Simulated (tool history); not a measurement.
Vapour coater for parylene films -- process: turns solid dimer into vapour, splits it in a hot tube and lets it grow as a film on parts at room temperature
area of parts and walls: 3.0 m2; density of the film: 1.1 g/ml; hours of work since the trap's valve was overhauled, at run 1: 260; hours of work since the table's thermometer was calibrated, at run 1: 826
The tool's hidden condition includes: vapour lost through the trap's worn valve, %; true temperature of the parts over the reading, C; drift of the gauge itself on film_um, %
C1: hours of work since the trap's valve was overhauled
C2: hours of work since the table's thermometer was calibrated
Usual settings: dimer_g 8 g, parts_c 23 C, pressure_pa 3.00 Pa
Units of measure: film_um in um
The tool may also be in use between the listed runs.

{"run": 1, "hour": 0.0, "dimer_g": 8, "parts_c": 23, "pressure_pa": 3.0, "C1": 260, "C2": 826, "film_um": 1.44}
{"run": 2, "hour": 22.1, "dimer_g": 8, "parts_c": 23, "pressure_pa": 3.0, "C1": 280, "C2": 845, "film_um": 1.43}
{"run": 3, "hour": 45.0, "dimer_g": 8, "parts_c": 23, "pressure_pa": 3.0, "C1": 299, "C2": 865, "film_um": 1.45}
{"run": 4, "hour": 68.2, "dimer_g": 8, "parts_c": 23, "pressure_pa": 3.0, "C1": 319, "C2": 885, "film_um": 1.43}
{"run": 5, "hour": 88.8, "dimer_g": 8, "parts_c": 35, "pressure_pa": 3.0, "C1": 337, "C2": 903, "film_um": 1.14}
{"run": 6, "hour": 112.2, "dimer_g": 3, "parts_c": 23, "pressure_pa": 3.0, "C1": 358, "C2": 923, "film_um": 0.55}
{"run": 7, "hour": 129.8, "dimer_g": 3, "parts_c": 23, "pressure_pa": 3.0, "C1": 373, "C2": 938, "film_um": 0.52}
{"run": 8, "hour": 158.2, "dimer_g": 3, "parts_c": 23, "pressure_pa": 3.0, "C1": 398, "C2": 963, "film_um": 0.56}
{"run": 9, "hour": 175.7, "dimer_g": 8, "parts_c": 20, "pressure_pa": 3.0, "C1": 413, "C2": 978, "film_um": 1.52}
{"run": 10, "hour": 202.2, "dimer_g": 8, "parts_c": 23, "pressure_pa": 4.32, "C1": 436, "C2": 1001, "film_um": 1.35}
{"run": 11, "hour": 228.3, "dimer_g": 8, "parts_c": 23, "pressure_pa": 4.32, "C1": 458, "C2": 1024, "film_um": 1.32}
{"run": 12, "hour": 253.6, "dimer_g": 8, "parts_c": 23, "pressure_pa": 4.32, "C1": 480, "C2": 1046, "film_um": 1.34}
{"run": 13, "hour": 268.6, "dimer_g": 8, "parts_c": 23, "pressure_pa": 4.32, "C1": 493, "C2": 1059, "film_um": 1.33}
{"run": 14, "hour": 294.9, "dimer_g": 5, "parts_c": 19, "pressure_pa": 4.15, "C1": 516, "C2": 1082, "film_um": 0.94}
{"run": 15, "hour": 324.4, "dimer_g": 5, "parts_c": 19, "pressure_pa": 4.15, "C1": 542, "C2": 1107, "film_um": 0.93}
{"hour": 344.0, "done": "trap's valve overhauled"}
{"run": 16, "hour": 344.0, "dimer_g": 3, "parts_c": 30, "pressure_pa": 5.56, "C1": 0, "C2": 1121, "film_um": 0.42}
{"run": 17, "hour": 373.2, "dimer_g": 8, "parts_c": 21, "pressure_pa": 6.28, "C1": 25, "C2": 1146, "film_um": 1.31}
{"run": 18, "hour": 392.1, "dimer_g": 8, "parts_c": 21, "pressure_pa": 6.28, "C1": 42, "C2": 1162, "film_um": 1.31}
{"run": 19, "hour": 409.1, "dimer_g": 8, "parts_c": 21, "pressure_pa": 6.28, "C1": 56, "C2": 1177, "film_um": 1.3}

What does the tool deliver on the next run?
{"run": 20, "hour": 426.3, "dimer_g": 7, "parts_c": 22, "pressure_pa": 2.17, "C1": 71, "C2": 1192, "film_um": "?"}

Run 20 measured film_um 1.38 um.
On a tool with no hidden condition, and with the same random variation, this run would have come out at film_um 1.38 um.

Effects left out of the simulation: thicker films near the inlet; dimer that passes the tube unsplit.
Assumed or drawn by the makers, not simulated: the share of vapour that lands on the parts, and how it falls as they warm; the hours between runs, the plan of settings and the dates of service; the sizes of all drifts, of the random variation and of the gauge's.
